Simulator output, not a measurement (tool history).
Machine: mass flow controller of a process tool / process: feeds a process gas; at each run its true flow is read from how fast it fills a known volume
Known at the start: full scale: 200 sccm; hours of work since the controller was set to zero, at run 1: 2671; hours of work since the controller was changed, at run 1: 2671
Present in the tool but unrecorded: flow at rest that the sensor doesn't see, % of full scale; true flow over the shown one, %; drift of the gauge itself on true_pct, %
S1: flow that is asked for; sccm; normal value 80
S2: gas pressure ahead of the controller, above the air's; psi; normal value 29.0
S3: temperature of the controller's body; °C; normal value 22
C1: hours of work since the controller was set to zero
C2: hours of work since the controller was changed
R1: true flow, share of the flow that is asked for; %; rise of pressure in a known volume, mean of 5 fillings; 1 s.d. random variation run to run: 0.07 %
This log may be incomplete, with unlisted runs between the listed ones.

run,hour,S1,S2,S3,C1,C2,R1
1,0.0,80,29.0,22,2671,2671,98.35
2,57.4,80,29.0,39,2706,2706,97.46
3,156.1,80,29.0,39,2765,2765,97.45
4,236.8,80,29.0,39,2814,2814,97.55
5,342.3,80,29.0,29,2877,2877,98.13
6,409.1,80,29.0,29,2918,2918,98.09
7,526.9,80,29.0,29,2989,2989,98.23
8,594.3,80,29.0,29,3029,3029,98.12
9,675.7,80,29.0,29,3078,3078,98.23
10,723.9,80,29.0,29,3107,3107,98.34

Run 11 has not been measured yet. What should we expect?
11,784.4,80,29.0,29,3144,3144,?

Logged for run 11: R1 98.33 %.
If the tool had no hidden condition, the same run with the same run-to-run variation would have returned R1 97.82 %.
